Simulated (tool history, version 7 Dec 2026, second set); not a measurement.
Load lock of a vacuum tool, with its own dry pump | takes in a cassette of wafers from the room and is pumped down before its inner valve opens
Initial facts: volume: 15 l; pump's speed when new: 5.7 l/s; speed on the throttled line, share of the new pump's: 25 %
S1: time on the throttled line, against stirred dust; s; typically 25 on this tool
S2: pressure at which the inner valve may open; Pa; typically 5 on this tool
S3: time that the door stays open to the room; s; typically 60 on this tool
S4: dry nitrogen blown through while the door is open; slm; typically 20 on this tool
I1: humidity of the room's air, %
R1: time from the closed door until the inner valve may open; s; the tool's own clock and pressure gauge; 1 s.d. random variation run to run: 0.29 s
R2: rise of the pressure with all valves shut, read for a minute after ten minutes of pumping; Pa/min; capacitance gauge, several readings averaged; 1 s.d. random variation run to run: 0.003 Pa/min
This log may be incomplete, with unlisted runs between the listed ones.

| run | day | S1 | S2 | S3 | S4 | I1 | R1 | R2 |
|---|---|---|---|---|---|---|---|---|
| 1 | 0.000 | 25 | 5 | 60 | 20 | 43.8 | 45.5 | 0.046 |
| 2 | 20.525 | 25 | 5 | 60 | 20 | 41.8 | 46.3 | 0.048 |
| 3 | 41.321 | 25 | 5 | 60 | 20 | 45.1 | 46.2 | 0.057 |
| 4 | 66.804 | 25 | 5 | 60 | 20 | 46.4 | 45.9 | 0.061 |
| 5 | 91.742 | 25 | 5 | 60 | 20 | 42.1 | 46.5 | 0.075 |
| 6 | 103.075 | 25 | 5 | 60 | 20 | 43.8 | 46.9 | 0.087 |
| 7 | 126.808 | 25 | 5 | 60 | 20 | 45.6 | 47.0 | 0.091 |
| 8 | 149.946 | 25 | 5 | 60 | 20 | 47.7 | 47.8 | 0.109 |
| 9 | 166.117 | 25 | 5 | 60 | 20 | 44.8 | 47.7 | 0.117 |
| 10 | 191.517 | 25 | 5 | 60 | 20 | 42.9 | 47.8 | 0.124 |
| 11 | 206.412 | 25 | 5 | 188 | 20 | 45.8 | 48.1 | 0.161 |
| 12 | 232.908 | 25 | 5 | 60 | 20 | 49.4 | 48.5 | 0.159 |
| 13 | 257.900 | 25 | 5 | 60 | 20 | 47.3 | 48.9 | 0.175 |
| 14 | 280.567 | 13 | 5 | 60 | 20 | 43.8 | 41.6 | 0.190 |
| 15 | 302.075 | 25 | 5 | 60 | 20 | 45.6 | 49.6 | 0.213 |
| 16 | 319.950 | 25 | 5 | 60 | 20 | 45.0 | 49.9 | 0.227 |
| 17 | 346.383 | 25 | 5 | 60 | 20 | 46.2 | 50.9 | 0.245 |
| 18 | 359.404 | 23 | 6 | 63 | 4 | 45.5 | 48.9 | 0.309 |
| 19 | 370.446 | 13 | 6 | 63 | 13 | 45.3 | 43.1 | 0.286 |
| 20 | 387.250 | 18 | 5 | 36 | 10 | 45.5 | 46.7 | 0.298 |
|  | 413.046 | dry pump taken out, an overhauled one fitted |
| 21 | 413.071 | 33 | 9 | 30 | 27 | 47.6 | 49.3 | 0.294 |
| 22 | 424.329 | 33 | 9 | 30 | 27 | 42.9 | 49.9 | 0.312 |
| 23 | 441.121 | 25 | 5 | 94 | 20 | 43.7 | 45.1 | 0.351 |
| 24 | 452.388 | 25 | 5 | 94 | 20 | 46.8 | 45.0 | 0.364 |
| 25 | 471.079 | 42 | 7 | 30 | 8 | 46.0 | 57.0 | 0.391 |
| 26 | 484.042 | 20 | 8 | 60 | 20 | 45.0 | 40.6 | 0.398 |
| 27 | 507.083 | 25 | 5 | 32 | 20 | 48.2 | 45.6 | 0.407 |
| 28 | 523.525 | 25 | 5 | 32 | 20 | 47.2 | 46.1 | 0.428 |
| 29 | 548.242 | 25 | 5 | 32 | 20 | 44.4 | 45.9 | 0.456 |
|  | 553.417 | door's seal changed, seat wiped |
| 30 | 560.217 | 18 | 5 | 60 | 11 | 45.6 | 40.8 | 0.051 |
| 31 | 581.938 | 14 | 5 | 30 | 20 | 45.5 | 39.0 | 0.035 |
| 32 | 598.446 | 14 | 5 | 30 | 20 | 41.7 | 39.1 | 0.039 |
| 33 | 617.975 | 14 | 5 | 32 | 20 | 48.1 | 39.3 | 0.045 |

5 ways to go on from here, each from the tool as it stands after run 33. What would each give?
| A | 639.250 | 42 | 5 | 30 | 4 | 47.0 | ? | ? |
| B | 639.250 | 14 | 5 | 122 | 17 | 43.1 | ? | ? |
| C | 639.250 | 14 | 5 | 201 | 26 | 43.2 | ? | ? |
| D | 639.250 | 14 | 9 | 84 | 5 | 44.4 | ? | ? |
| E | 639.250 | 14 | 4 | 32 | 14 | 45.7 | ? | ? |

| run | R1 | R2 |
|---|---|---|
| A | 59.2 | 0.086 |
| B | 39.3 | 0.074 |
| C | 40.1 | 0.069 |
| D | 37.9 | 0.108 |
| E | 40.0 | 0.064 |
Stripped of hidden state, with their random variation kept, the same runs would have yielded:
| run | R1 | R2 |
|---|---|---|
| A | 57.2 | 0.061 |
| B | 36.5 | 0.050 |
| C | 37.2 | 0.044 |
| D | 35.3 | 0.083 |
| E | 37.0 | 0.040 |
